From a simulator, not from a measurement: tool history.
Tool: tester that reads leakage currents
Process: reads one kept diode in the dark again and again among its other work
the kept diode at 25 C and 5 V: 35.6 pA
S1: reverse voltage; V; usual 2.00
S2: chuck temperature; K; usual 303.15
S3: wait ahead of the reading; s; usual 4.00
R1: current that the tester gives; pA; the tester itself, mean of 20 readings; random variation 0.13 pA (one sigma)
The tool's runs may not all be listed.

run	hour	S1	S2	S3	R1
1	0.0	2.00	303.15	4.00	39.72
2	122.1	2.00	303.15	4.00	40.40
3	248.2	2.00	303.15	4.00	40.96
4	324.0	2.00	303.15	4.00	41.16
5	415.0	2.00	303.15	4.00	41.49
6	533.7	2.00	303.15	4.00	42.19
7	627.5	2.00	303.15	4.00	42.55
8	762.1	2.00	303.15	4.00	43.17
9	859.4	2.00	303.15	4.00	43.70
10	1016.4	2.00	303.15	4.00	44.00
11	1114.9	2.00	303.15	4.00	44.76
12	1206.6	2.00	321.15	4.00	197.36
13	1377.7	2.00	321.15	4.00	199.84
14	1557.7	2.00	321.15	4.00	201.98
15	1727.9	2.00	321.15	4.00	204.53
# hour 1824.9: tester calibrated
16	1868.0	2.00	321.15	4.00	203.09
17	1984.0	2.00	321.15	4.00	203.50
18	2072.4	14.39	303.15	4.00	118.69
19	2185.2	2.00	303.15	4.00	48.98
# hour 2276.2: chuck's temperature calibrated
20	2287.7	2.00	303.15	4.00	42.69
21	2365.0	4.79	303.15	0.67	63.94
22	2459.6	4.79	303.15	0.67	64.37
23	2615.6	4.79	303.15	0.67	66.24
24	2740.0	4.79	301.15	2.52	57.35
25	2902.5	4.16	321.15	4.97	256.05
26	3073.8	5.86	331.15	0.59	631.25
27	3203.1	2.00	318.15	0.85	153.53
# hour 3235.9: probe card cleaned and baked
28	3388.8	2.00	318.15	0.85	150.98
29	3573.1	17.40	298.15	1.40	68.18
30	3678.1	3.00	303.15	3.34	51.58
31	3828.1	2.00	331.15	6.81	425.57
32	3918.4	14.08	318.15	4.00	339.52
33	3997.9	1.01	310.15	1.97	62.70
34	4134.0	5.59	307.15	1.11	98.33
35	4299.0	5.59	307.15	1.11	100.05
36	4482.9	5.59	307.15	1.11	102.18
37	4627.2	1.41	312.15	1.11	88.54
# hour 4642.5: chuck's temperature calibrated
38	4788.2	1.41	312.15	1.11	78.07
39	4910.1	1.41	312.15	1.11	79.26

Measured less the same run without the tool's hidden state. The same run-to-run variation is in both; the gauge's scatter may not be:
The hidden state here: stray current of the dirty probe card, pA a volt; current scale over the true one, %; true chuck temperature over the reading, C; drift of the gauge itself on leakage_pa, %.
run	R1
1	+0.33
2	+0.89
3	+1.41
4	+1.73
5	+2.12
6	+2.65
7	+3.07
8	+3.69
9	+4.12
10	+4.79
11	+5.29
12	+18.09
13	+20.58
14	+23.08
15	+25.53
16	+23.49
17	+24.99
18	+34.08
19	+9.37
20	+3.15
21	+8.33
22	+9.00
23	+10.35
24	+11.04
25	+17.74
26	+40.26
27	+12.80
28	+10.08
29	+9.64
30	+5.48
31	+37.36
32	+39.28
33	+7.16
34	+14.71
35	+16.46
36	+18.45
37	+13.79
38	+3.19
39	+3.97
